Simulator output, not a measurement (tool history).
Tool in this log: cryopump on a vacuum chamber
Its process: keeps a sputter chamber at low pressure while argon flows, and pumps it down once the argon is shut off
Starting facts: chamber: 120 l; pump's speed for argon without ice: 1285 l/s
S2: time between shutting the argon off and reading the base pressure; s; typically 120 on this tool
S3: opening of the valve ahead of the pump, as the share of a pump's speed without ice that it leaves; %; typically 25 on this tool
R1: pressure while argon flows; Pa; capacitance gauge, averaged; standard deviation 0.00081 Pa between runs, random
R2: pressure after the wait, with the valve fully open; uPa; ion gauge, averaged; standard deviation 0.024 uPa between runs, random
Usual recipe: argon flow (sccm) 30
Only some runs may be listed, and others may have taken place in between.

{"run": 1, "hour": 0.0, "argon flow (sccm)": 30, "S2": 120, "S3": 25, "R1": 0.166, "R2": 1.4}
{"run": 2, "hour": 21.1, "argon flow (sccm)": 30, "S2": 120, "S3": 25, "R1": 0.1643, "R2": 1.37}
{"run": 3, "hour": 41.1, "argon flow (sccm)": 30, "S2": 120, "S3": 25, "R1": 0.1652, "R2": 1.44}
{"run": 4, "hour": 54.2, "argon flow (sccm)": 30, "S2": 120, "S3": 25, "R1": 0.1655, "R2": 1.45}
{"run": 5, "hour": 76.4, "argon flow (sccm)": 30, "S2": 120, "S3": 33, "R1": 0.1265, "R2": 1.42}
{"run": 6, "hour": 99.5, "argon flow (sccm)": 30, "S2": 120, "S3": 33, "R1": 0.1273, "R2": 1.43}
{"run": 7, "hour": 109.1, "argon flow (sccm)": 18, "S2": 120, "S3": 25, "R1": 0.0999, "R2": 1.43}
{"run": 8, "hour": 118.7, "argon flow (sccm)": 30, "S2": 120, "S3": 25, "R1": 0.1653, "R2": 1.45}
{"run": 9, "hour": 136.8, "argon flow (sccm)": 30, "S2": 120, "S3": 25, "R1": 0.1672, "R2": 1.47}
{"run": 10, "hour": 147.2, "argon flow (sccm)": 30, "S2": 120, "S3": 25, "R1": 0.1656, "R2": 1.45}
{"hour": 158.5, "done": "leaking fittings of the chamber tightened, without venting"}
{"run": 11, "hour": 166.3, "argon flow (sccm)": 30, "S2": 120, "S3": 25, "R1": 0.1673, "R2": 0.88}
{"run": 12, "hour": 178.1, "argon flow (sccm)": 30, "S2": 120, "S3": 25, "R1": 0.1665, "R2": 0.93}
{"run": 13, "hour": 195.5, "argon flow (sccm)": 30, "S2": 120, "S3": 25, "R1": 0.1683, "R2": 0.88}
{"run": 14, "hour": 215.7, "argon flow (sccm)": 30, "S2": 120, "S3": 25, "R1": 0.1682, "R2": 0.91}
{"run": 15, "hour": 231.6, "argon flow (sccm)": 30, "S2": 120, "S3": 25, "R1": 0.1673, "R2": 0.97}
{"run": 16, "hour": 246.4, "argon flow (sccm)": 30, "S2": 120, "S3": 20, "R1": 0.2082, "R2": 0.87}
{"run": 17, "hour": 263.4, "argon flow (sccm)": 24, "S2": 120, "S3": 25, "R1": 0.1339, "R2": 0.95}
{"run": 18, "hour": 280.1, "argon flow (sccm)": 24, "S2": 120, "S3": 25, "R1": 0.1348, "R2": 0.95}
{"run": 19, "hour": 296.5, "argon flow (sccm)": 49, "S2": 23, "S3": 41, "R1": 0.1748, "R2": 3.55}
{"run": 20, "hour": 306.1, "argon flow (sccm)": 30, "S2": 38, "S3": 38, "R1": 0.1161, "R2": 2.25}
{"run": 21, "hour": 329.1, "argon flow (sccm)": 30, "S2": 30, "S3": 25, "R1": 0.1702, "R2": 2.82}
{"run": 22, "hour": 349.2, "argon flow (sccm)": 30, "S2": 30, "S3": 25, "R1": 0.1693, "R2": 2.78}
{"run": 23, "hour": 366.2, "argon flow (sccm)": 30, "S2": 30, "S3": 25, "R1": 0.1702, "R2": 2.74}
{"run": 24, "hour": 382.1, "argon flow (sccm)": 30, "S2": 120, "S3": 51, "R1": 0.0901, "R2": 0.99}
{"run": 25, "hour": 398.5, "argon flow (sccm)": 20, "S2": 87, "S3": 20, "R1": 0.1391, "R2": 1.24}
{"run": 26, "hour": 419.0, "argon flow (sccm)": 30, "S2": 203, "S3": 25, "R1": 0.171, "R2": 0.82}
{"run": 27, "hour": 438.7, "argon flow (sccm)": 52, "S2": 203, "S3": 28, "R1": 0.2686, "R2": 0.75}
{"run": 28, "hour": 449.9, "argon flow (sccm)": 34, "S2": 237, "S3": 25, "R1": 0.1924, "R2": 0.73}
{"run": 29, "hour": 472.6, "argon flow (sccm)": 28, "S2": 34, "S3": 42, "R1": 0.1003, "R2": 2.49}
{"run": 30, "hour": 492.2, "argon flow (sccm)": 30, "S2": 20, "S3": 22, "R1": 0.1924, "R2": 4.1}
{"run": 31, "hour": 515.8, "argon flow (sccm)": 33, "S2": 26, "S3": 22, "R1": 0.2135, "R2": 3.18}
{"run": 32, "hour": 530.1, "argon flow (sccm)": 16, "S2": 208, "S3": 25, "R1": 0.0912, "R2": 0.82}
{"run": 33, "hour": 542.3, "argon flow (sccm)": 42, "S2": 263, "S3": 16, "R1": 0.3671, "R2": 0.69}
{"run": 34, "hour": 557.1, "argon flow (sccm)": 30, "S2": 87, "S3": 25, "R1": 0.1739, "R2": 1.3}

Measured less the same run without the tool's hidden state. The same run-to-run variation is in both; the gauge's scatter may not be:
What the log doesn't record here: pump's speed, % of a pump's without ice; cold plate's temperature, K; leak into the chamber, uPa l/s; drift of the gauge itself on working_pa, %; drift of the gauge itself on base_upa, %.
run=1 R1=+0.007 R2=+0.55
run=2 R1=+0.0071 R2=+0.55
run=3 R1=+0.0074 R2=+0.59
run=4 R1=+0.0076 R2=+0.59
run=5 R1=+0.0078 R2=+0.59
run=6 R1=+0.0081 R2=+0.6
run=7 R1=+0.005 R2=+0.61
run=8 R1=+0.0083 R2=+0.62
run=9 R1=+0.0087 R2=+0.61
run=10 R1=+0.0087 R2=+0.62
run=11 R1=+0.009 R2=+0.07
run=12 R1=+0.0092 R2=+0.07
run=13 R1=+0.0096 R2=+0.08
run=14 R1=+0.0097 R2=+0.09
run=15 R1=+0.0099 R2=+0.09
run=16 R1=+0.0102 R2=+0.1
run=17 R1=+0.0082 R2=+0.1
run=18 R1=+0.0085 R2=+0.11
run=19 R1=+0.0179 R2=+0.12
run=20 R1=+0.0112 R2=+0.13
run=21 R1=+0.0113 R2=+0.13
run=22 R1=+0.0117 R2=+0.14
run=23 R1=+0.0119 R2=+0.14
run=24 R1=+0.0121 R2=+0.15
run=25 R1=+0.0082 R2=+0.16
run=26 R1=+0.0128 R2=+0.18
run=27 R1=+0.0228 R2=+0.17
run=28 R1=+0.015 R2=+0.18
run=29 R1=+0.0127 R2=+0.18
run=30 R1=+0.0139 R2=+0.2
run=31 R1=+0.0159 R2=+0.21
run=32 R1=+0.0077 R2=+0.22
run=33 R1=+0.0208 R2=+0.22
run=34 R1=+0.0152 R2=+0.23
